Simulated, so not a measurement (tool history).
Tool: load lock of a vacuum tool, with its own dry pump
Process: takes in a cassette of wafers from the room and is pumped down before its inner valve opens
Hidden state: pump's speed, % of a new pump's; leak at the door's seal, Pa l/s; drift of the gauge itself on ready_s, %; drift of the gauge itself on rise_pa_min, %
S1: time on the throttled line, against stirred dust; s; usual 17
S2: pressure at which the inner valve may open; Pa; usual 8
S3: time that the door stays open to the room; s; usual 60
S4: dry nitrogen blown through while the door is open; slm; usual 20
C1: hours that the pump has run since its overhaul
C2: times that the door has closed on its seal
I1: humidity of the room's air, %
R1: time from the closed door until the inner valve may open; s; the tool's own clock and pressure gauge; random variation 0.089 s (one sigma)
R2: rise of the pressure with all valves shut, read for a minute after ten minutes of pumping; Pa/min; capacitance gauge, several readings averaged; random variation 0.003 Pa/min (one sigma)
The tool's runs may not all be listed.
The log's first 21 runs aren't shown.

Run 22, day 354.062: usual settings but S2 7 Pa, S4 19 slm; C1 14456; C2 10356; I1 46.4. Result: R1 26.48 s, R2 0.064 Pa/min.
Run 23, day 365.658: usual settings but S1 20 s, S2 6 Pa, S3 173 s, S4 36 slm; C1 14734; C2 11448; I1 45.8. Result: R1 29.13 s, R2 0.075 Pa/min.
Run 24, day 384.558: usual settings but S1 18 s, S4 12 slm; C1 15188; C2 13228; I1 45.3. Result: R1 27.17 s, R2 0.082 Pa/min.
Run 25, day 409.308: usual settings but S1 19 s; C1 15782; C2 15559; I1 47.6. Result: R1 27.96 s, R2 0.078 Pa/min.
Run 26, day 422.025: usual settings but S1 19 s; C1 16087; C2 16756; I1 45.8. Result: R1 27.83 s, R2 0.081 Pa/min.
Run 27, day 439.775: usual settings but S1 19 s; C1 16513; C2 18428; I1 45.9. Result: R1 28.16 s, R2 0.086 Pa/min.
Run 28, day 457.767: usual settings but S1 10 s, S2 13 Pa, S3 79 s, S4 10 slm; C1 16945; C2 20122; I1 45. Result: R1 20.22 s, R2 0.112 Pa/min.
Run 29, day 480.079: usual settings but S1 13 s, S2 11 Pa, S3 183 s, S4 19 slm; C1 17480; C2 22223; I1 45.6. Result: R1 22.8 s, R2 0.128 Pa/min.
Run 30, day 500.667: usual settings but S1 13 s, S2 15 Pa, S3 77 s, S4 19 slm; C1 17975; C2 24163; I1 43.2. Result: R1 22.53 s, R2 0.109 Pa/min.
Run 31, day 516.312: usual settings but S4 26 slm; C1 18350; C2 25636; I1 46.1. Result: R1 26.64 s, R2 0.097 Pa/min.
Run 32, day 536.229: usual settings but S4 26 slm; C1 18828; C2 27511; I1 45.8. Result: R1 26.55 s, R2 0.107 Pa/min.
Run 33, day 560.496: usual settings but S4 26 slm; C1 19410; C2 29797; I1 46.7. Result: R1 26.81 s, R2 0.116 Pa/min.
Run 34, day 579.696: usual settings but S1 33 s, S2 14 Pa; C1 19871; C2 31605; I1 48.7. Result: R1 38.71 s, R2 0.135 Pa/min.
At day 588.204: dry pump taken out, an overhauled one fitted.
Run 35, day 600.908: usual settings but S1 33 s, S2 14 Pa; C1 305; C2 33579; I1 43.3. Result: R1 37.69 s, R2 0.137 Pa/min.
Run 36, day 622.896: usual settings but S3 35 s; C1 833; C2 35650; I1 46.8. Result: R1 25.07 s, R2 0.132 Pa/min.

Run 37 comes next. What will it give?
Run 37, day 645.596: usual settings but S1 14 s, S2 12 Pa, S3 43 s, S4 36 slm; C1 1377; C2 37787; I1 44.1. Result: R1 ?, R2 ?.

R1: 22.15 s
R2: 0.155 Pa/min
Without the tool's hidden state the same run would have given R1 22 s, R2 0.044 Pa/min.
